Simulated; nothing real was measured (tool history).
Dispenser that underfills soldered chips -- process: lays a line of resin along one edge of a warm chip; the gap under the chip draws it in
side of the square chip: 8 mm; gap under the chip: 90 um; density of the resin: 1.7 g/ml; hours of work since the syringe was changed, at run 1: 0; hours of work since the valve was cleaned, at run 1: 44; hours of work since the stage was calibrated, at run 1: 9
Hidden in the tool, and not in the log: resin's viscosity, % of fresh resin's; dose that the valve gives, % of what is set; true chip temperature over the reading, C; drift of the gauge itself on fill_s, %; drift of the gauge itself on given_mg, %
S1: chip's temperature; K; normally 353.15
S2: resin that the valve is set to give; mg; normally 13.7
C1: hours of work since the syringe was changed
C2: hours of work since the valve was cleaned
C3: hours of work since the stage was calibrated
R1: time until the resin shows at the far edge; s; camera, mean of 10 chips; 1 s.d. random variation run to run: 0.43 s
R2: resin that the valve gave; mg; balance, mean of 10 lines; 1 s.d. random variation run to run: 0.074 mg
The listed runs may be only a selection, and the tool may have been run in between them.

Run 1, hour 0: usual settings; C1 0; C2 44; C3 9. Result: R1 30.8 s, R2 13.33 mg.
Run 2, hour 2.4: usual settings; C1 2; C2 46; C3 11. Result: R1 33.9 s, R2 13.28 mg.
Run 3, hour 6.3: usual settings; C1 5; C2 48; C3 13. Result: R1 41.8 s, R2 13.36 mg.
Run 4, hour 9.7: usual settings; C1 7; C2 51; C3 16. Result: R1 50.9 s, R2 13.26 mg.
At hour 10.3: new syringe of resin.
Run 5, hour 14.5: usual settings; C1 3; C2 54; C3 19. Result: R1 36.8 s, R2 13.15 mg.
Run 6, hour 19.8: usual settings; C1 7; C2 57; C3 22. Result: R1 48.1 s, R2 13.19 mg.
At hour 21.2: new syringe of resin.
Run 7, hour 24: usual settings but S1 356.15 K; C1 2; C2 60; C3 25. Result: R1 31 s, R2 13.07 mg.
Run 8, hour 26.3: usual settings but S1 356.15 K; C1 4; C2 62; C3 27. Result: R1 35.1 s, R2 13.05 mg.
Run 9, hour 29.5: usual settings but S1 356.15 K; C1 6; C2 64; C3 29. Result: R1 40.9 s, R2 13.1 mg.
At hour 31.9: new syringe of resin.
Run 10, hour 34.7: usual settings but S1 347.15 K; C1 2; C2 67; C3 32. Result: R1 46 s, R2 13.06 mg.
Run 11, hour 38.3: usual settings but S2 14.2 mg; C1 4; C2 70; C3 35. Result: R1 41 s, R2 13.62 mg.
Run 12, hour 40.9: usual settings but S2 14.5 mg; C1 6; C2 71; C3 37. Result: R1 45.6 s, R2 13.89 mg.
At hour 42.6: new syringe of resin.
Run 13, hour 44.3: usual settings but S2 14.5 mg; C1 1; C2 74; C3 39. Result: R1 32.7 s, R2 13.79 mg.
Run 14, hour 48.1: usual settings but S2 14.5 mg; C1 4; C2 76; C3 41. Result: R1 37.9 s, R2 13.83 mg.
Run 15, hour 51.9: usual settings but S1 347.15 K; C1 6; C2 79; C3 44. Result: R1 62 s, R2 12.89 mg.
At hour 53.5: new syringe of resin.
Run 16, hour 57.1: usual settings; C1 2; C2 82; C3 47. Result: R1 37.3 s, R2 12.93 mg.
Run 17, hour 59.8: usual settings; C1 4; C2 84; C3 49. Result: R1 42 s, R2 12.98 mg.
Run 18, hour 62.4: usual settings but S2 12.5 mg; C1 6; C2 86; C3 51. Result: R1 50 s, R2 11.91 mg.
At hour 64.1: new syringe of resin.
Run 19, hour 65.4: usual settings but S2 13.5 mg; C1 1; C2 88; C3 53. Result: R1 33 s, R2 12.64 mg.
Run 20, hour 70.9: usual settings but S1 355.15 K, S2 12.3 mg; C1 5; C2 92; C3 57. Result: R1 40.3 s, R2 11.43 mg.
Run 21, hour 73.6: usual settings but S1 355.15 K, S2 12.3 mg; C1 7; C2 93; C3 59. Result: R1 45.1 s, R2 11.66 mg.
At hour 75.1: new syringe of resin.
Run 22, hour 76.5: usual settings but S1 342.15 K, S2 14.6 mg; C1 1; C2 95; C3 60. Result: R1 53.7 s, R2 13.74 mg.
Run 23, hour 79.1: usual settings but S1 364.15 K, S2 16.3 mg; C1 3; C2 97; C3 62. Result: R1 23.2 s, R2 15.14 mg.
At hour 83.6: dispensing valve cleaned and set on the balance.
Run 24, hour 83.8: usual settings but S1 346.15 K, S2 17.6 mg; C1 5; C2 0; C3 65. Result: R1 58.8 s, R2 17.66 mg.
At hour 86.7: new syringe of resin.
Run 25, hour 87.6: usual settings but S1 346.15 K, S2 11.8 mg; C1 1; C2 3; C3 67. Result: R1 45.6 s, R2 11.69 mg.
Run 26, hour 91.2: usual settings but S1 359.15 K, S2 17.4 mg; C1 3; C2 5; C3 70. Result: R1 28.3 s, R2 17.26 mg.
Run 27, hour 94.5: usual settings but S1 359.15 K, S2 11.8 mg; C1 5; C2 7; C3 72. Result: R1 36.2 s, R2 11.65 mg.
At hour 97.5: new syringe of resin.
Run 28, hour 98.5: usual settings but S1 365.15 K, S2 12.6 mg; C1 1; C2 10; C3 74. Result: R1 20.5 s, R2 12.53 mg.
Run 29, hour 103.7: usual settings but S1 367.15 K, S2 15.4 mg; C1 4; C2 13; C3 78. Result: R1 23 s, R2 15.22 mg.
Run 30, hour 106.7: usual settings but S1 367.15 K, S2 15.4 mg; C1 6; C2 16; C3 80. Result: R1 27.3 s, R2 15.23 mg.
At hour 108.4: new syringe of resin.
Run 31, hour 110.1: usual settings but S1 347.15 K, S2 14.7 mg; C1 1; C2 18; C3 82. Result: R1 41.8 s, R2 14.46 mg.
Run 32, hour 112.6: usual settings but S1 347.15 K, S2 14.7 mg; C1 3; C2 19; C3 84. Result: R1 48.2 s, R2 14.5 mg.
Run 33, hour 117.9: usual settings but S1 363.15 K, S2 12.1 mg; C1 7; C2 23; C3 88. Result: R1 33.6 s, R2 11.97 mg.
At hour 119: new syringe of resin.
Run 34, hour 121.8: usual settings but S1 363.15 K, S2 12.1 mg; C1 2; C2 25; C3 90. Result: R1 24.7 s, R2 11.98 mg.

What will run 35 give?
Run 35, hour 127.1: usual settings but S1 346.15 K, S2 13.3 mg; C1 6; C2 29; C3 94. Result: R1 ?, R2 ?.

Run 35 gave R1 64.3 s, R2 12.96 mg.
The same run, on a tool lacking any hidden state, would have yielded R1 41.2 s, R2 13.22 mg.

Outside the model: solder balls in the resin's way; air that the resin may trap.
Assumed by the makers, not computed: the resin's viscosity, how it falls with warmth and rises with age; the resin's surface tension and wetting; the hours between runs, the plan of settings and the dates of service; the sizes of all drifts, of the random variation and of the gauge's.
